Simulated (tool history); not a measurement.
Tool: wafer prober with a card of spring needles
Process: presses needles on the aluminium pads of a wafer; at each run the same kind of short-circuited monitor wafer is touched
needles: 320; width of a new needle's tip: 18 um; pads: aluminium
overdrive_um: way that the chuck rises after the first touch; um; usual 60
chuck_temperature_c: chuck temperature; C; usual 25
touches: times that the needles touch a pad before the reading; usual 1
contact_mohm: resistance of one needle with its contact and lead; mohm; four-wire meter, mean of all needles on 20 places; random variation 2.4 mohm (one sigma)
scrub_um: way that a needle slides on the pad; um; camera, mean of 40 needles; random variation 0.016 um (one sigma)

run 1 hour=0.0 | overdrive_um=60 chuck_temperature_c=25 touches=1 | contact_mohm=283 scrub_um=13.08
-- hour=24.3 tips cleaned on abrasive film
run 2 hour=31.8 | overdrive_um=60 chuck_temperature_c=25 touches=1 | contact_mohm=322 scrub_um=13.03
-- hour=49.3 tips cleaned on abrasive film
run 3 hour=61.9 | overdrive_um=60 chuck_temperature_c=25 touches=1 | contact_mohm=326 scrub_um=13.03
-- hour=76.2 tips cleaned on abrasive film
-- hour=100.9 tips cleaned on abrasive film
run 4 hour=101.0 | overdrive_um=60 chuck_temperature_c=25 touches=1 | contact_mohm=291 scrub_um=12.97
-- hour=126.9 tips cleaned on abrasive film
run 5 hour=139.5 | overdrive_um=60 chuck_temperature_c=25 touches=1 | contact_mohm=337 scrub_um=12.97
-- hour=151.2 tips cleaned on abrasive film
-- hour=175.1 tips cleaned on abrasive film
run 6 hour=196.2 | overdrive_um=60 chuck_temperature_c=25 touches=1 | contact_mohm=338 scrub_um=12.93
-- hour=202.0 tips cleaned on abrasive film
-- hour=227.7 tips cleaned on abrasive film
run 7 hour=229.2 | overdrive_um=60 chuck_temperature_c=25 touches=1 | contact_mohm=303 scrub_um=12.88
-- hour=247.4 height of the first contact set anew
-- hour=253.9 tips cleaned on abrasive film
-- hour=278.0 tips cleaned on abrasive film
run 8 hour=278.0 | overdrive_um=60 chuck_temperature_c=25 touches=1 | contact_mohm=284 scrub_um=13.15
-- hour=306.7 tips cleaned on abrasive film
run 9 hour=309.1 | overdrive_um=57 chuck_temperature_c=25 touches=1 | contact_mohm=304 scrub_um=12.48
-- hour=331.8 tips cleaned on abrasive film
-- hour=356.2 tips cleaned on abrasive film
run 10 hour=369.7 | overdrive_um=46 chuck_temperature_c=25 touches=2 | contact_mohm=339 scrub_um=10.00
-- hour=383.8 tips cleaned on abrasive film
-- hour=410.6 tips cleaned on abrasive film
run 11 hour=425.0 | overdrive_um=60 chuck_temperature_c=25 touches=2 | contact_mohm=319 scrub_um=13.02
-- hour=435.2 tips cleaned on abrasive film
-- hour=460.3 tips cleaned on abrasive film
run 12 hour=468.4 | overdrive_um=59 chuck_temperature_c=28 touches=2 | contact_mohm=314 scrub_um=12.76
-- hour=486.8 tips cleaned on abrasive film
run 13 hour=509.4 | overdrive_um=55 chuck_temperature_c=67 touches=1 | contact_mohm=361 scrub_um=11.87
-- hour=512.6 tips cleaned on abrasive film
-- hour=538.0 tips cleaned on abrasive film
run 14 hour=558.8 | overdrive_um=70 chuck_temperature_c=67 touches=2 | contact_mohm=318 scrub_um=15.12

Run 15 comes next. What will it give?
-- hour=563.7 tips cleaned on abrasive film
-- hour=587.9 tips cleaned on abrasive film
run 15 hour=609.7 | overdrive_um=75 chuck_temperature_c=75 touches=2 | contact_mohm=? scrub_um=?

Run 15 gave contact_mohm 316 mohm, scrub_um 16.19 um.
Without the tool's hidden state the same run would have given contact_mohm 292 mohm, scrub_um 16.52 um.
